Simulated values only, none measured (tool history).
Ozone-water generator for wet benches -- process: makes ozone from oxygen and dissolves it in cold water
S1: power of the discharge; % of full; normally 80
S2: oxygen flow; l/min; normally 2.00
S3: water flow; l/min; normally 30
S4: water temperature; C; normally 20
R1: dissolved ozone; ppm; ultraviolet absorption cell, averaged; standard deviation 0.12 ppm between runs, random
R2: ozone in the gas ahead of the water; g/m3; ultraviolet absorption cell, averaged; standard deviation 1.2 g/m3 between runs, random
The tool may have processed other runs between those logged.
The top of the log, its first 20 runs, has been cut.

run	hour	S1	S2	S3	S4	R1	R2
21	1631.2	80	2.00	34	12	8.1	194.9
22	1724.5	80	2.00	40	20	6.8	194.4
23	1805.1	44	1.21	30	20	6.0	198.6
# hour 1850.4: water thermometer calibrated, once more
24	1861.5	44	1.21	30	20	6.1	200.8
25	1911.6	44	2.97	30	17	7.1	111.8
26	1965.9	51	1.46	35	20	6.0	191.2
27	2057.8	51	1.59	35	18	5.8	182.3
28	2139.2	42	1.65	30	20	6.3	159.6
29	2213.3	81	2.62	46	25	6.2	163.0
30	2283.4	60	2.03	44	20	5.4	165.3
31	2379.2	60	2.03	44	20	5.1	164.6
32	2457.8	70	2.00	30	12	8.4	181.2
33	2555.1	80	2.60	22	21	11.8	162.2
34	2622.8	80	2.60	22	21	11.5	160.9

3 options for the next run, each taken on its own from the tool as it stands now. Forecast them:
A	2703.7	60	2.00	30	16	?	?
B	2703.7	80	2.21	31	20	?	?
C	2703.7	80	1.06	22	21	?	?

run	R1	R2
A	7.9	166.6
B	8.7	180.3
C	10.4	291.1
Stripped of hidden state, with their random variation kept, the same runs would have yielded:
run	R1	R2
A	8.6	179.0
B	9.6	195.8
C	11.5	316.2
